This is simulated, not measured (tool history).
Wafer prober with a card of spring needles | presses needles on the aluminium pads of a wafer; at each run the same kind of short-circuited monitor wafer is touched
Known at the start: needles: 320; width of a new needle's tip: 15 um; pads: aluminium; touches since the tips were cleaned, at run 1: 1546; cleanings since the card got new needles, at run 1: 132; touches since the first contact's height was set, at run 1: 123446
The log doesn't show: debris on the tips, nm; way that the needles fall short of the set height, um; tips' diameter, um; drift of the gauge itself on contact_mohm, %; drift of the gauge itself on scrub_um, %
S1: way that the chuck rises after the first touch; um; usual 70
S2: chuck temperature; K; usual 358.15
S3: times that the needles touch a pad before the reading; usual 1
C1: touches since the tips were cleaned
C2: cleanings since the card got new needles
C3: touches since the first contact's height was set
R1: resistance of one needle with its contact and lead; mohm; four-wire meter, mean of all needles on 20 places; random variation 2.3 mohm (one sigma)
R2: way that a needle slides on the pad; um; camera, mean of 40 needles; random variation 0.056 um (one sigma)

Run 1, day 0: usual settings; C1 1546; C2 132; C3 123446. Result: R1 333 mohm, R2 18.98 um.
At day 0.408: height of the first contact set anew.
At day 0.554: tips cleaned on abrasive film.
At day 1.238: tips cleaned on abrasive film.
Run 2, day 1.525: usual settings; C1 4167; C2 134; C3 16147. Result: R1 392 mohm, R2 19.33 um.
At day 1.925: tips cleaned on abrasive film.
At day 2.554: tips cleaned on abrasive film.
At day 3.179: tips cleaned on abrasive film.
Run 3, day 3.179: usual settings; C1 0; C2 137; C3 40115. Result: R1 293 mohm, R2 19.2 um.
At day 3.879: tips cleaned on abrasive film.
At day 4.529: tips cleaned on abrasive film.
At day 5.217: tips cleaned on abrasive film.
Run 4, day 5.483: usual settings; C1 3847; C2 140; C3 73567. Result: R1 400 mohm, R2 19.08 um.
At day 5.896: tips cleaned on abrasive film.
At day 6.467: tips cleaned on abrasive film.
Run 5, day 6.558: usual settings; C1 1328; C2 142; C3 89149. Result: R1 342 mohm, R2 19.12 um.
At day 7.083: tips cleaned on abrasive film.
At day 7.75: tips cleaned on abrasive film.
At day 8.321: tips cleaned on abrasive film.
Run 6, day 8.862: usual settings; C1 7879; C2 145; C3 122598. Result: R1 452 mohm, R2 19.03 um.
At day 9.008: tips cleaned on abrasive film.
At day 9.279: height of the first contact set anew.
At day 9.708: tips cleaned on abrasive film.
At day 10.379: tips cleaned on abrasive film.
At day 11.058: tips cleaned on abrasive film.
Run 7, day 11.083: usual settings; C1 382; C2 149; C3 26115. Result: R1 307 mohm, R2 19.31 um.
At day 11.65: tips cleaned on abrasive film.
At day 12.317: tips cleaned on abrasive film.
At day 13.029: tips cleaned on abrasive film.
Run 8, day 13.1: usual settings; C1 1020; C2 152; C3 55385. Result: R1 327 mohm, R2 19.16 um.
At day 13.667: tips cleaned on abrasive film.
Run 9, day 14.183: usual settings but S1 58 um; C1 7592; C2 153; C3 71160. Result: R1 547 mohm, R2 15.87 um.
At day 14.329: tips cleaned on abrasive film.
At day 15.029: tips cleaned on abrasive film.
At day 15.721: tips cleaned on abrasive film.
At day 16.433: tips cleaned on abrasive film.
Run 10, day 16.8: usual settings; C1 5369; C2 157; C3 109111. Result: R1 442 mohm, R2 19.12 um.
At day 17.088: tips cleaned on abrasive film.
At day 17.762: tips cleaned on abrasive film.
At day 18.2: height of the first contact set anew.
At day 18.467: tips cleaned on abrasive film.
Run 11, day 18.467: usual settings; C1 0; C2 160; C3 3844. Result: R1 286 mohm, R2 19.4 um.
At day 19.179: tips cleaned on abrasive film.
At day 19.875: tips cleaned on abrasive film.
At day 20.588: tips cleaned on abrasive film.
Run 12, day 21.083: usual settings; C1 7275; C2 163; C3 41873. Result: R1 465 mohm, R2 19.31 um.
At day 21.229: tips cleaned on abrasive film.
At day 21.917: tips cleaned on abrasive film.
At day 22.488: tips cleaned on abrasive film.
At day 23.192: tips cleaned on abrasive film.
Run 13, day 23.708: usual settings; C1 7518; C2 167; C3 79932. Result: R1 460 mohm, R2 19.18 um.
At day 23.854: tips cleaned on abrasive film.
At day 24.508: tips cleaned on abrasive film.
At day 25.183: tips cleaned on abrasive film.
Run 14, day 25.388: usual settings; C1 2999; C2 170; C3 104286. Result: R1 402 mohm, R2 19.14 um.
At day 25.817: tips cleaned on abrasive film.
At day 26.483: tips cleaned on abrasive film.
Run 15, day 26.546: usual settings but S1 80 um, S2 351.15 K; C1 936; C2 172; C3 121054. Result: R1 316 mohm, R2 21.75 um.
At day 27.1: tips cleaned on abrasive film.
At day 27.112: height of the first contact set anew.
At day 27.821: tips cleaned on abrasive film.
Run 16, day 28.208: usual settings but S1 56 um, S2 340.15 K, S3 2; C1 5712; C2 174; C3 15977. Result: R1 434 mohm, R2 15.39 um.
At day 28.496: tips cleaned on abrasive film.
At day 29.208: tips cleaned on abrasive film.
Run 17, day 29.675: usual settings but S1 56 um, S2 340.15 K, S3 2; C1 6831; C2 176; C3 37271. Result: R1 454 mohm, R2 15.45 um.
At day 29.817: tips cleaned on abrasive film.
At day 30.462: tips cleaned on abrasive film.
At day 31.117: tips cleaned on abrasive film.
At day 31.725: tips cleaned on abrasive film.
Run 18, day 31.808: usual settings but S1 73 um; C1 1197; C2 180; C3 68144. Result: R1 336 mohm, R2 20.11 um.
At day 32.321: tips cleaned on abrasive film.
At day 33.033: tips cleaned on abrasive film.
At day 33.696: tips cleaned on abrasive film.
At day 34.379: tips cleaned on abrasive film.
Run 19, day 34.412: usual settings but S1 61 um, S2 331.15 K; C1 483; C2 184; C3 105912. Result: R1 343 mohm, R2 16.6 um.
At day 35.088: tips cleaned on abrasive film.
At day 35.792: tips cleaned on abrasive film.
Run 20, day 35.792: usual settings but S1 61 um, S2 331.15 K; C1 0; C2 186; C3 125912. Result: R1 296 mohm, R2 16.5 um.
At day 36.088: height of the first contact set anew.
At day 36.517: tips cleaned on abrasive film.
At day 37.225: tips cleaned on abrasive film.
Run 21, day 37.55: usual settings but S1 61 um, S2 331.15 K; C1 4733; C2 188; C3 21262. Result: R1 488 mohm, R2 16.85 um.
At day 37.808: tips cleaned on abrasive film.
At day 38.496: tips cleaned on abrasive film.
Run 22, day 38.992: usual settings but S1 51 um, S2 317.15 K, S3 2; C1 7198; C2 190; C3 42146. Result: R1 513 mohm, R2 14.06 um.
At day 39.138: tips cleaned on abrasive film.
At day 39.812: tips cleaned on abrasive film.
At day 40.5: tips cleaned on abrasive film.
Run 23, day 40.75: usual settings but S1 51 um, S2 317.15 K, S3 2; C1 3650; C2 193; C3 67683. Result: R1 446 mohm, R2 13.89 um.
At day 41.179: tips cleaned on abrasive film.
At day 41.879: tips cleaned on abrasive film.
At day 42.45: tips cleaned on abrasive film.
Run 24, day 42.921: usual settings but S1 62 um, S2 304.15 K; C1 6886; C2 196; C3 99154. Result: R1 552 mohm, R2 16.8 um.
At day 43.067: tips cleaned on abrasive film.
At day 43.721: tips cleaned on abrasive film.
At day 44.4: tips cleaned on abrasive film.
At day 44.971: tips cleaned on abrasive film.
At day 44.983: height of the first contact set anew.
Run 25, day 45.417: usual settings but S1 50 um, S2 301.15 K, S3 3; C1 6367; C2 200; C3 6367. Result: R1 417 mohm, R2 13.9 um.

Run 26 comes next. What will it give?
At day 45.562: tips cleaned on abrasive film.
At day 46.267: tips cleaned on abrasive film.
At day 46.962: tips cleaned on abrasive film.
Run 26, day 47.254: usual settings but S1 50 um, S2 301.15 K, S3 3; C1 4246; C2 203; C3 32991. Result: R1 ?, R2 ?.

{"run 26": {"R1": 394, "R2": 13.79}}
Without the tool's hidden state the same run would have given R1 255 mohm, R2 13.89 um.
